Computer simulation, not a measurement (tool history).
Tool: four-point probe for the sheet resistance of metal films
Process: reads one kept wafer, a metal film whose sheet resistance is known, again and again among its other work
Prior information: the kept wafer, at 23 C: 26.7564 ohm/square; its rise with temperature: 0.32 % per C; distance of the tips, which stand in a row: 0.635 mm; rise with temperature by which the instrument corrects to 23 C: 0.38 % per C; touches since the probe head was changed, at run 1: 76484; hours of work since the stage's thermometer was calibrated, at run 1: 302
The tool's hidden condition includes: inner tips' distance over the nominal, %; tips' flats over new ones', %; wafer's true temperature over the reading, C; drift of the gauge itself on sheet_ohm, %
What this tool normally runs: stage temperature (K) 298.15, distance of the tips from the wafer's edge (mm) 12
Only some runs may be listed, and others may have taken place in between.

run,hour,stage temperature (K),distance of the tips from the wafer's edge (mm),touches since the probe head was changed,hours of work since the stage's thermometer was calibrated,sheet resistance as the instrument gives it (ohm/square)
1,0.0,298.15,12,76484,302,26.764640
2,106.2,298.15,12,81215,381,26.765367
3,176.0,298.15,12,84325,433,26.763663
4,223.4,298.15,12,86435,468,26.761538
5,268.7,298.15,12,88456,501,26.767062
6,333.7,298.15,6,91352,550,26.887034
7,419.8,298.15,51,95188,613,26.727092
8,486.0,298.15,16,98136,662,26.749960
9,594.5,298.15,16,102968,743,26.738094
10,641.3,298.15,16,105055,777,26.751485
11,746.4,298.15,16,109738,855,26.747291
12,848.7,298.15,16,114294,931,26.738790
13,949.1,298.15,16,118766,1005,26.749584
14,1007.0,298.15,16,121345,1048,26.744585
15,1059.1,295.15,12,123667,1087,26.816450
16,1158.7,298.15,12,128106,1160,26.761096
17,1249.3,298.15,54,132139,1227,26.732031
18,1326.3,305.15,12,135569,1284,26.638892
19,1389.5,305.15,12,138387,1331,26.645600
20,1477.4,305.15,12,142301,1396,26.649405
21,1557.4,305.15,12,145865,1456,26.636914
22,1629.3,305.15,12,149067,1509,26.646341
23,1682.1,305.15,12,151421,1548,26.653331
24,1770.6,305.15,12,155364,1613,26.655833
25,1845.0,296.15,34,158678,1669,26.762321
26,1942.8,296.15,34,163037,1741,26.765720
27,2010.2,296.15,34,166039,1791,26.764658
28,2115.0,296.15,34,170708,1869,26.768201
29,2204.7,297.15,12,174704,1935,26.774782
30,2299.5,301.15,12,178927,2005,26.712216
31,2366.7,293.15,12,181921,2055,26.854800
32,2466.4,293.15,12,186360,2129,26.844443
33,2523.9,291.15,27,188923,2171,26.867398
34,2609.7,291.15,10,192747,2235,26.901705
35,2665.2,291.15,10,195217,2276,26.906996
36,2731.0,293.15,6,198152,2325,26.974144
37,2793.9,298.15,7,200954,2371,26.855393
38,2890.9,298.15,7,205272,2443,26.847188
# hour 2922.6: stage's thermometer calibrated
39,2958.3,307.15,10,208255,26,26.634015
40,3037.4,292.15,10,211780,85,26.895932
41,3124.0,292.15,10,215636,149,26.890223
42,3221.9,292.15,10,219998,222,26.898993
43,3270.7,292.15,10,222172,258,26.898610
44,3347.8,306.15,12,225607,315,26.631089
45,3419.8,303.15,21,228812,368,26.654143

Branching from run 45: 4 alternative next runs. What would each branch give?
A,3482.1,301.15,28,231592,414,?
B,3482.1,307.15,4,231592,414,?
C,3482.1,297.15,5,231592,414,?
D,3482.1,295.15,8,231592,414,?

run,sheet resistance as the instrument gives it (ohm/square)
A,26.669434
B,26.928810
C,26.973130
D,26.866887
Stripped of hidden state, with their random variation kept, the same runs would have yielded:
run,sheet resistance as the instrument gives it (ohm/square)
A,26.665711
B,26.925051
C,26.969369
D,26.863140

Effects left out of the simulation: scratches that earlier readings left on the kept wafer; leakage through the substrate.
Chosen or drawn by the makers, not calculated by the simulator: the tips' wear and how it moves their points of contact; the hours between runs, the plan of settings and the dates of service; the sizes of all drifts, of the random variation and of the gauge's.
